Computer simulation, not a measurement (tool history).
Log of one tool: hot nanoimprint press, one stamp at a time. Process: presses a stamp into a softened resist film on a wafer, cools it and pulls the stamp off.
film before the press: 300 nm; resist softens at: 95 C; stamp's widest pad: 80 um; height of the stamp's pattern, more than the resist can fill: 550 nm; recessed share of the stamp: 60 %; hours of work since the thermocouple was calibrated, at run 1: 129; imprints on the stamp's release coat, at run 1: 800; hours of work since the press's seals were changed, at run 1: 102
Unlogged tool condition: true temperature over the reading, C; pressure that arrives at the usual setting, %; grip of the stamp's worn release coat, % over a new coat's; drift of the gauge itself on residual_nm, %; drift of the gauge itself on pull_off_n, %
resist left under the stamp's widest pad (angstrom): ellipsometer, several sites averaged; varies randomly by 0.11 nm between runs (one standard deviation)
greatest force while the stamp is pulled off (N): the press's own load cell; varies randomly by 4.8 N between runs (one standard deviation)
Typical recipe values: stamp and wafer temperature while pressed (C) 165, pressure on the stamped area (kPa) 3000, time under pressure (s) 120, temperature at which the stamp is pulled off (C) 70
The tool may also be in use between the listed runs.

run,day,stamp and wafer temperature while pressed (C),pressure on the stamped area (kPa),time under pressure (s),temperature at which the stamp is pulled off (C),hours of work since the thermocouple was calibrated,imprints on the stamp's release coat,hours of work since the press's seals were changed,resist left under the stamp's widest pad (angstrom),greatest force while the stamp is pulled off (N)
1,0,165,3000,120,70,129,800,102,1131,297
2,0.421,165,3000,120,70,135,849,108,1133,325
3,0.975,165,3000,120,70,144,913,116,1131,323
4,1.333,165,3000,120,70,149,955,121,1129,327
5,1.775,165,3000,120,70,155,1007,128,1132,335
6,2.229,165,3000,120,70,162,1059,135,1130,340
7,2.575,165,3000,120,68,167,1100,140,1128,352
8,3.046,165,3000,120,68,174,1154,147,1129,350
9,3.588,165,3000,120,68,182,1217,155,1130,352
10,4.05,165,3000,120,68,189,1271,162,1128,357
11,4.45,165,3000,120,68,195,1318,168,1129,371
12,4.746,165,3000,120,70,199,1353,172,1128,371
13,5.392,165,3000,120,70,209,1428,181,1128,378
14,6.054,165,3000,120,70,219,1505,191,1130,400
15,6.567,165,3000,120,70,226,1565,199,1126,381
16,7.008,165,3600,120,70,233,1616,205,1016,385
17,7.596,165,3820,145,70,242,1684,214,918,405
18,8.025,165,3540,120,70,248,1734,220,1028,412
# day 8.192: plate thermocouple calibrated
19,8.542,165,2690,69,56,5,1780,226,1440,461
20,8.904,165,2690,69,56,11,1822,232,1437,463
21,9.254,165,2690,69,56,16,1863,237,1437,456
22,9.671,165,2690,69,56,22,1912,243,1436,464
23,10.117,165,2140,120,58,28,1963,250,1340,479
24,10.446,165,3000,235,70,33,2002,254,872,448
25,11.033,167,3000,235,70,42,2070,263,818,460
# day 11.317: stamp cleaned and given a new release coat
# day 11.621: plate thermocouple calibrated, once more
26,12.004,167,1990,162,63,6,65,272,1202,253
27,12.696,167,1990,162,63,16,146,282,1201,252
28,13.192,167,1990,162,63,23,204,290,1201,266
29,13.675,164,3000,235,62,30,260,297,912,271

How the hidden state differs across the entries between the runs, from the last listed run before each to the first after it:
After run 18, before run 19: plate thermocouple calibrated (day 8.192)
  true temperature over the reading, C: 0.35 -> 0.59; pressure that arrives at the usual setting, %: 99.1 -> 99.08; grip of the stamp's worn release coat, % over a new coat's: 75 -> 77.2
  measured less the result without the state, resist left under the stamp's widest pad (angstrom): -6 -> -18; greatest force while the stamp is pulled off (N): +176 -> +200
After run 25, before run 26: stamp cleaned and given a new release coat (day 11.317); plate thermocouple calibrated, once more (day 11.621)
  true temperature over the reading, C: 0.65 -> 0.17; pressure that arrives at the usual setting, %: 98.98 -> 98.95; grip of the stamp's worn release coat, % over a new coat's: 91.2 -> 2.5
  measured less the result without the state, resist left under the stamp's widest pad (angstrom): -12 -> -1; greatest force while the stamp is pulled off (N): +218 -> +6
